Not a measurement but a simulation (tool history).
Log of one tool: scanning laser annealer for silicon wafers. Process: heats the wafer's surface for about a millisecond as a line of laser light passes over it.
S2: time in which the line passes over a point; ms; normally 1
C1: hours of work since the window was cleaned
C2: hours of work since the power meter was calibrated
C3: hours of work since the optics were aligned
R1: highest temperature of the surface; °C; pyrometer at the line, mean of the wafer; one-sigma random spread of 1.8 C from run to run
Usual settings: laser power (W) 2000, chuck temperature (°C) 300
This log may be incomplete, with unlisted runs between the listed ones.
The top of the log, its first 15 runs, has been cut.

At hour 760.9: laser's power meter calibrated, once more.
Run 16, hour 763.2: usual settings; C1 48; C2 1; C3 374. Result: R1 1005 °C.
Run 17, hour 795.4: usual settings but laser power (W) 2028, S2 1.24 ms, chuck temperature (°C) 302; C1 66; C2 20; C3 393. Result: R1 1115 °C.
Run 18, hour 831.9: usual settings but laser power (W) 2028, S2 1.24 ms, chuck temperature (°C) 302; C1 88; C2 41; C3 414. Result: R1 1112 °C.
Run 19, hour 874.8: usual settings but laser power (W) 2028, S2 1.05 ms, chuck temperature (°C) 294; C1 113; C2 66; C3 439. Result: R1 1025 °C.
Run 20, hour 923: usual settings but laser power (W) 2028, S2 0.75 ms, chuck temperature (°C) 286; C1 141; C2 94; C3 467. Result: R1 890 °C.
Run 21, hour 994.7: usual settings but laser power (W) 2028, S2 0.75 ms, chuck temperature (°C) 286; C1 182; C2 136; C3 509. Result: R1 885 °C.
Run 22, hour 1067.8: usual settings but laser power (W) 2028, S2 0.75 ms, chuck temperature (°C) 286; C1 225; C2 178; C3 551. Result: R1 887 °C.
Run 23, hour 1107.1: usual settings but laser power (W) 2028, S2 1.11 ms, chuck temperature (°C) 286; C1 248; C2 201; C3 574. Result: R1 1032 °C.
Run 24, hour 1179.4: usual settings but laser power (W) 2144, S2 1.11 ms, chuck temperature (°C) 286; C1 290; C2 243; C3 616. Result: R1 1084 °C.
Run 25, hour 1253.9: usual settings but laser power (W) 2070, S2 1.16 ms, chuck temperature (°C) 319; C1 333; C2 287; C3 659. Result: R1 1096 °C.
Run 26, hour 1302.2: usual settings but laser power (W) 2070, S2 1.16 ms, chuck temperature (°C) 319; C1 361; C2 315; C3 688. Result: R1 1099 °C.
Run 27, hour 1367.5: usual settings but laser power (W) 2070, S2 0.81 ms, chuck temperature (°C) 262; C1 399; C2 353; C3 726. Result: R1 894 °C.
Run 28, hour 1414.6: usual settings but laser power (W) 2070, S2 0.81 ms, chuck temperature (°C) 262; C1 427; C2 380; C3 753. Result: R1 893 °C.
Run 29, hour 1471.6: usual settings but laser power (W) 1722, S2 0.76 ms, chuck temperature (°C) 286; C1 460; C2 413; C3 786. Result: R1 776 °C.
Run 30, hour 1522.5: usual settings but laser power (W) 1706, chuck temperature (°C) 324; C1 489; C2 443; C3 816. Result: R1 889 °C.
Run 31, hour 1567.3: usual settings but laser power (W) 1853, chuck temperature (°C) 305; C1 515; C2 469; C3 842. Result: R1 929 °C.
Run 32, hour 1640.7: usual settings but laser power (W) 1761, chuck temperature (°C) 339; C1 558; C2 512; C3 884. Result: R1 923 °C.

Predict each of these 5 candidate next runs independently; none follows another, all start after run 32:
Run A, hour 1686.7: usual settings but laser power (W) 1736, S2 0.93 ms, chuck temperature (°C) 276; C1 585; C2 538; C3 911. Result: R1 ?.
Run B, hour 1686.7: usual settings but laser power (W) 1761, chuck temperature (°C) 277; C1 585; C2 538; C3 911. Result: R1 ?.
Run C, hour 1686.7: usual settings but laser power (W) 2152, S2 0.79 ms, chuck temperature (°C) 339; C1 585; C2 538; C3 911. Result: R1 ?.
Run D, hour 1686.7: usual settings but S2 0.73 ms, chuck temperature (°C) 311; C1 585; C2 538; C3 911. Result: R1 ?.
Run E, hour 1686.7: usual settings but laser power (W) 1862, S2 1.16 ms, chuck temperature (°C) 339; C1 585; C2 538; C3 911. Result: R1 ?.

run    R1
  A   824
  B   859
  C   978
  D   877
  E  1015
The same runs, with their run-to-run variation unchanged, on a tool lacking any hidden condition would have given:
run    R1
  A   854
  B   891
  C  1013
  D   908
  E  1052
